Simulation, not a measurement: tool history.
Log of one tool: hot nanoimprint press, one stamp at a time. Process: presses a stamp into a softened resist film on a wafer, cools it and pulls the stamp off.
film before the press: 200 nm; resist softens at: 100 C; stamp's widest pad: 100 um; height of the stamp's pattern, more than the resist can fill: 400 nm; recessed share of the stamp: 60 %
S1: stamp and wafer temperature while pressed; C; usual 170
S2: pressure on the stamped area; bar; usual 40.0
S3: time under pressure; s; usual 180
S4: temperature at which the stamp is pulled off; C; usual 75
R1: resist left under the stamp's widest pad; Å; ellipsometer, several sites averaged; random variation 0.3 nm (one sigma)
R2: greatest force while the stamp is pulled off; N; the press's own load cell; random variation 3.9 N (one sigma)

run 1 hour=0.0 | S1=170 S2=40.0 S3=180 S4=75 | R1=970 R2=233
run 2 hour=19.7 | S1=170 S2=40.0 S3=180 S4=75 | R1=969 R2=235
run 3 hour=59.9 | S1=170 S2=40.0 S3=180 S4=75 | R1=970 R2=236
run 4 hour=98.2 | S1=170 S2=26.2 S3=180 S4=75 | R1=1147 R2=236
run 5 hour=141.7 | S1=170 S2=26.2 S3=180 S4=75 | R1=1149 R2=245
run 6 hour=166.4 | S1=170 S2=26.2 S3=180 S4=75 | R1=1149 R2=234
run 7 hour=207.4 | S1=170 S2=26.2 S3=180 S4=75 | R1=1144 R2=251
run 8 hour=231.4 | S1=170 S2=26.2 S3=180 S4=75 | R1=1154 R2=259
run 9 hour=264.7 | S1=170 S2=40.0 S3=231 S4=75 | R1=898 R2=251
run 10 hour=283.7 | S1=170 S2=40.0 S3=180 S4=70 | R1=995 R2=273
run 11 hour=317.8 | S1=162 S2=40.0 S3=180 S4=75 | R1=1374 R2=264
run 12 hour=339.7 | S1=170 S2=40.0 S3=180 S4=62 | R1=993 R2=318
run 13 hour=375.6 | S1=170 S2=40.0 S3=180 S4=65 | R1=992 R2=307
run 14 hour=407.9 | S1=170 S2=40.0 S3=180 S4=64 | R1=996 R2=316
run 15 hour=451.1 | S1=170 S2=40.0 S3=180 S4=75 | R1=1005 R2=283
run 16 hour=487.7 | S1=166 S2=49.5 S3=180 S4=66 | R1=1103 R2=318
run 17 hour=508.0 | S1=170 S2=37.5 S3=329 S4=69 | R1=822 R2=313
-- hour=519.2 stamp cleaned and given a new release coat
run 18 hour=554.1 | S1=170 S2=37.5 S3=329 S4=61 | R1=821 R2=269
-- hour=559.6 plate thermocouple calibrated
run 19 hour=586.6 | S1=174 S2=61.6 S3=339 S4=75 | R1=539 R2=228
run 20 hour=605.7 | S1=163 S2=43.9 S3=163 S4=82 | R1=1365 R2=204
run 21 hour=649.0 | S1=170 S2=33.1 S3=113 S4=66 | R1=1271 R2=261
run 22 hour=683.4 | S1=181 S2=33.1 S3=113 S4=76 | R1=819 R2=231
run 23 hour=719.1 | S1=167 S2=40.0 S3=180 S4=80 | R1=1176 R2=218
run 24 hour=742.3 | S1=167 S2=48.1 S3=219 S4=80 | R1=1028 R2=217

Run 25 comes next. What will it give?
-- hour=768.6 plate thermocouple calibrated, once more
run 25 hour=782.8 | S1=177 S2=40.9 S3=127 S4=64 | R1=? R2=?

R1: 788 Å
R2: 285 N
Without the tool's hidden state the same run would have given R1 781 Å, R2 256 N.

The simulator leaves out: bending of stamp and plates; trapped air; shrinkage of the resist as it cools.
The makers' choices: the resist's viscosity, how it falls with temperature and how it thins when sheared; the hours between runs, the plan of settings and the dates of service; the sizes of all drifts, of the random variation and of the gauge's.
